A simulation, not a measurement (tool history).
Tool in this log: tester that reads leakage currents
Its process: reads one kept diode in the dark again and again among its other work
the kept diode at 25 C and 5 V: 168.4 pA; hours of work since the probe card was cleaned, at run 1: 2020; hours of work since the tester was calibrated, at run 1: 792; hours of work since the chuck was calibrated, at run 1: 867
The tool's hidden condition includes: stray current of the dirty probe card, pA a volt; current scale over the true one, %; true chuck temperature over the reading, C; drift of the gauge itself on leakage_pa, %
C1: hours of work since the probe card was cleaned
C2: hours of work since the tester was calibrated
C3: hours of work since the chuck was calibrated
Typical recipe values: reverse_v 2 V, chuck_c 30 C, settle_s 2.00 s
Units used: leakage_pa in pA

Run 1, hour 0.0: usual settings; C1 2020; C2 792; C3 867. Result: leakage_pa 139.83 pA.
Run 2, hour 87.6: usual settings; C1 2069; C2 841; C3 916. Result: leakage_pa 139.40 pA.
Run 3, hour 137.4: usual settings; C1 2097; C2 869; C3 944. Result: leakage_pa 139.81 pA.
Run 4, hour 224.2: usual settings; C1 2145; C2 917; C3 992. Result: leakage_pa 139.70 pA.
Run 5, hour 283.1: usual settings; C1 2178; C2 950; C3 1025. Result: leakage_pa 138.94 pA.
Run 6, hour 338.0: usual settings; C1 2209; C2 981; C3 1055. Result: leakage_pa 140.02 pA.
Run 7, hour 431.3: usual settings but settle_s 4.11 s; C1 2261; C2 1033; C3 1107. Result: leakage_pa 138.72 pA.
Run 8, hour 515.6: usual settings but settle_s 4.11 s; C1 2308; C2 1080; C3 1154. Result: leakage_pa 138.49 pA.
Run 9, hour 573.7: usual settings but settle_s 4.11 s; C1 2340; C2 1112; C3 1187. Result: leakage_pa 139.69 pA.
At hour 584.1: probe card cleaned and baked.
Run 10, hour 659.9: usual settings but settle_s 4.11 s; C1 42; C2 1159; C3 1233. Result: leakage_pa 135.44 pA.
Run 11, hour 710.2: usual settings but chuck_c 46 C; C1 70; C2 1187; C3 1261. Result: leakage_pa 419.06 pA.
At hour 717.3: chuck's temperature calibrated.
Run 12, hour 758.0: usual settings but reverse_v 4 V; C1 96; C2 1212; C3 23. Result: leakage_pa 199.86 pA.

The next listed run, before its measurement:
Run 13, hour 844.5: usual settings but reverse_v 4 V; C1 144; C2 1260; C3 71. Result: leakage_pa ?.

{"run 13": {"leakage_pa": 200.14}}
With no hidden state in the tool, this same run would have given leakage_pa 215.71 pA.
